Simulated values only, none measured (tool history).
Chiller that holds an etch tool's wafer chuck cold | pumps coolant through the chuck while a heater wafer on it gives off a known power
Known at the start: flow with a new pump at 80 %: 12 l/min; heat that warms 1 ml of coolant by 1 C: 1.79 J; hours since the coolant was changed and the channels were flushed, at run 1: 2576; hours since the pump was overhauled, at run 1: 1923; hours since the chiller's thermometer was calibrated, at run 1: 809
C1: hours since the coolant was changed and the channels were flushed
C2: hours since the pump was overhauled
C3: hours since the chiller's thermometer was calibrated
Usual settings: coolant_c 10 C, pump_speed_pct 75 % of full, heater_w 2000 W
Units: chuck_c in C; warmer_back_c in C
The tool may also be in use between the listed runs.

run 1 day=0.000 | coolant_c=10 pump_speed_pct=75 heater_w=2000 | C1=2576 C2=1923 C3=809 | chuck_c=30.7 warmer_back_c=5.94
run 2 day=0.892 | coolant_c=10 pump_speed_pct=75 heater_w=2000 | C1=2597 C2=1944 C3=830 | chuck_c=30.8 warmer_back_c=5.95
run 3 day=1.808 | coolant_c=10 pump_speed_pct=75 heater_w=2000 | C1=2620 C2=1966 C3=852 | chuck_c=30.7 warmer_back_c=5.95
run 4 day=2.692 | coolant_c=10 pump_speed_pct=75 heater_w=2481 | C1=2641 C2=1987 C3=873 | chuck_c=35.6 warmer_back_c=7.43
run 5 day=3.696 | coolant_c=17 pump_speed_pct=75 heater_w=2000 | C1=2665 C2=2011 C3=897 | chuck_c=37.6 warmer_back_c=5.94
run 6 day=4.496 | coolant_c=17 pump_speed_pct=75 heater_w=2000 | C1=2684 C2=2031 C3=917 | chuck_c=37.8 warmer_back_c=5.96
run 7 day=5.804 | coolant_c=1 pump_speed_pct=75 heater_w=2000 | C1=2715 C2=2062 C3=948 | chuck_c=21.7 warmer_back_c=5.92
run 8 day=6.567 | coolant_c=1 pump_speed_pct=75 heater_w=2000 | C1=2734 C2=2080 C3=966 | chuck_c=21.7 warmer_back_c=5.94
run 9 day=7.196 | coolant_c=1 pump_speed_pct=75 heater_w=2000 | C1=2749 C2=2095 C3=981 | chuck_c=21.7 warmer_back_c=5.81
run 10 day=7.746 | coolant_c=1 pump_speed_pct=75 heater_w=2000 | C1=2762 C2=2109 C3=995 | chuck_c=21.6 warmer_back_c=5.97
run 11 day=8.967 | coolant_c=1 pump_speed_pct=75 heater_w=2000 | C1=2791 C2=2138 C3=1024 | chuck_c=21.7 warmer_back_c=5.99
run 12 day=10.217 | coolant_c=1 pump_speed_pct=75 heater_w=2000 | C1=2821 C2=2168 C3=1054 | chuck_c=21.8 warmer_back_c=5.90
run 13 day=11.462 | coolant_c=1 pump_speed_pct=75 heater_w=2000 | C1=2851 C2=2198 C3=1084 | chuck_c=21.7 warmer_back_c=5.89
run 14 day=12.012 | coolant_c=1 pump_speed_pct=75 heater_w=2000 | C1=2864 C2=2211 C3=1097 | chuck_c=21.8 warmer_back_c=5.92
run 15 day=12.942 | coolant_c=17 pump_speed_pct=75 heater_w=1831 | C1=2887 C2=2233 C3=1119 | chuck_c=35.9 warmer_back_c=5.43
run 16 day=13.646 | coolant_c=17 pump_speed_pct=69 heater_w=1831 | C1=2904 C2=2250 C3=1136 | chuck_c=37.1 warmer_back_c=5.86
run 17 day=14.192 | coolant_c=17 pump_speed_pct=68 heater_w=1831 | C1=2917 C2=2263 C3=1149 | chuck_c=37.3 warmer_back_c=5.98
run 18 day=15.512 | coolant_c=17 pump_speed_pct=93 heater_w=1278 | C1=2948 C2=2295 C3=1181 | chuck_c=28.4 warmer_back_c=2.93
run 19 day=16.504 | coolant_c=15 pump_speed_pct=75 heater_w=1060 | C1=2972 C2=2319 C3=1205 | chuck_c=26.1 warmer_back_c=3.05
run 20 day=17.704 | coolant_c=19 pump_speed_pct=96 heater_w=1015 | C1=3001 C2=2348 C3=1234 | chuck_c=27.9 warmer_back_c=2.21
run 21 day=18.821 | coolant_c=6 pump_speed_pct=96 heater_w=2677 | C1=3028 C2=2374 C3=1260 | chuck_c=29.2 warmer_back_c=6.07
run 22 day=19.871 | coolant_c=10 pump_speed_pct=75 heater_w=1541 | C1=3053 C2=2400 C3=1286 | chuck_c=25.8 warmer_back_c=4.48
run 23 day=21.088 | coolant_c=0 pump_speed_pct=75 heater_w=1874 | C1=3082 C2=2429 C3=1315 | chuck_c=19.4 warmer_back_c=5.42
run 24 day=22.221 | coolant_c=5 pump_speed_pct=75 heater_w=2740 | C1=3109 C2=2456 C3=1342 | chuck_c=33.3 warmer_back_c=7.92
run 25 day=23.283 | coolant_c=5 pump_speed_pct=75 heater_w=2740 | C1=3135 C2=2482 C3=1367 | chuck_c=33.4 warmer_back_c=8.02
run 26 day=23.867 | coolant_c=5 pump_speed_pct=75 heater_w=2740 | C1=3149 C2=2496 C3=1381 | chuck_c=33.4 warmer_back_c=8.07

5 ways to go on from here, each from the tool as it stands after run 26. What would each give?
run A day=24.892 | coolant_c=6 pump_speed_pct=99 heater_w=1022 | C1=3174 C2=2520 C3=1406 | chuck_c=? warmer_back_c=?
run B day=24.892 | coolant_c=9 pump_speed_pct=96 heater_w=1590 | C1=3174 C2=2520 C3=1406 | chuck_c=? warmer_back_c=?
run C day=24.892 | coolant_c=17 pump_speed_pct=95 heater_w=1042 | C1=3174 C2=2520 C3=1406 | chuck_c=? warmer_back_c=?
run D day=24.892 | coolant_c=5 pump_speed_pct=66 heater_w=1796 | C1=3174 C2=2520 C3=1406 | chuck_c=? warmer_back_c=?
run E day=24.892 | coolant_c=12 pump_speed_pct=62 heater_w=2677 | C1=3174 C2=2520 C3=1406 | chuck_c=? warmer_back_c=?

run=A chuck_c=14.6 warmer_back_c=2.08
run=B chuck_c=22.8 warmer_back_c=3.46
run=C chuck_c=26.0 warmer_back_c=2.29
run=D chuck_c=25.6 warmer_back_c=5.91
run=E chuck_c=43.8 warmer_back_c=9.61
Without the tool's hidden state the same runs would have given:
run=A chuck_c=14.6 warmer_back_c=2.26
run=B chuck_c=22.8 warmer_back_c=3.64
run=C chuck_c=26.0 warmer_back_c=2.48
run=D chuck_c=25.6 warmer_back_c=6.09
run=E chuck_c=43.8 warmer_back_c=9.79

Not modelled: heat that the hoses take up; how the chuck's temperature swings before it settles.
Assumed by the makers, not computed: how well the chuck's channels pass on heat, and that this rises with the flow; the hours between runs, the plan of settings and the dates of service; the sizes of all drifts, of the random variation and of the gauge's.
